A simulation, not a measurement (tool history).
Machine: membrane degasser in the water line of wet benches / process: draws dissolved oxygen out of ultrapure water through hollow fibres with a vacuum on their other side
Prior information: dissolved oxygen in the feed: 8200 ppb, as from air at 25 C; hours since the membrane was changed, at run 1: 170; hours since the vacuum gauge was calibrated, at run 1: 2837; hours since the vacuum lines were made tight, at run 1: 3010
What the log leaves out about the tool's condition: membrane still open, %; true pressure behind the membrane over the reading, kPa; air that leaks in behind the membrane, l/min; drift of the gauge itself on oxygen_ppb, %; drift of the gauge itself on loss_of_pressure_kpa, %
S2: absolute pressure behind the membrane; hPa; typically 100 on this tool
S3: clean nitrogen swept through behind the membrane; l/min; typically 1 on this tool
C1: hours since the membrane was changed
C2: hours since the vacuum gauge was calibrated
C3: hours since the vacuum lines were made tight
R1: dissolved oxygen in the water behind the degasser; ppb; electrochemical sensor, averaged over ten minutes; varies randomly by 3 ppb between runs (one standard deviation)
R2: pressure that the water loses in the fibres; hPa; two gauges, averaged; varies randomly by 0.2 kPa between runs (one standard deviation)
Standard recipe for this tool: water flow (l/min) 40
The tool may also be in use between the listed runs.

{"run": 1, "hour": 0.0, "water flow (l/min)": 40, "S2": 100, "S3": 1, "C1": 170, "C2": 2837, "C3": 3010, "R1": 593.1, "R2": 430.1}
{"run": 2, "hour": 46.3, "water flow (l/min)": 40, "S2": 100, "S3": 1, "C1": 216, "C2": 2883, "C3": 3057, "R1": 584, "R2": 427.4}
{"run": 3, "hour": 68.6, "water flow (l/min)": 40, "S2": 100, "S3": 1, "C1": 238, "C2": 2906, "C3": 3079, "R1": 582, "R2": 426.5}
{"run": 4, "hour": 105.4, "water flow (l/min)": 40, "S2": 100, "S3": 2.86, "C1": 275, "C2": 2943, "C3": 3116, "R1": 289, "R2": 432.5}
{"run": 5, "hour": 131.5, "water flow (l/min)": 40, "S2": 100, "S3": 1, "C1": 301, "C2": 2969, "C3": 3142, "R1": 583.8, "R2": 427.1}
{"run": 6, "hour": 162.2, "water flow (l/min)": 40, "S2": 100, "S3": 1, "C1": 332, "C2": 2999, "C3": 3173, "R1": 577.8, "R2": 431.3}
{"run": 7, "hour": 207.9, "water flow (l/min)": 30, "S2": 65, "S3": 1, "C1": 378, "C2": 3045, "C3": 3218, "R1": 230.2, "R2": 321.2}
{"run": 8, "hour": 250.1, "water flow (l/min)": 30, "S2": 65, "S3": 1, "C1": 420, "C2": 3087, "C3": 3260, "R1": 230.3, "R2": 322.9}
{"run": 9, "hour": 274.7, "water flow (l/min)": 30, "S2": 65, "S3": 1, "C1": 444, "C2": 3112, "C3": 3285, "R1": 229.6, "R2": 324}
{"run": 10, "hour": 296.7, "water flow (l/min)": 30, "S2": 65, "S3": 1, "C1": 466, "C2": 3134, "C3": 3307, "R1": 230.4, "R2": 322.5}
{"run": 11, "hour": 340.6, "water flow (l/min)": 30, "S2": 65, "S3": 1, "C1": 510, "C2": 3178, "C3": 3351, "R1": 229.2, "R2": 321.9}

Results per run with the tool's hidden condition removed, run-to-run variation unchanged:
run=1 R1=593
run=2 R1=585.3
run=3 R1=584
run=4 R1=290.6
run=5 R1=587.9
run=6 R1=582.8
run=7 R1=232.7
run=8 R1=233.3
run=9 R1=232.9
run=10 R1=234.1
run=11 R1=233.4
R2: within 0.1 hPa of the measured result in every run.
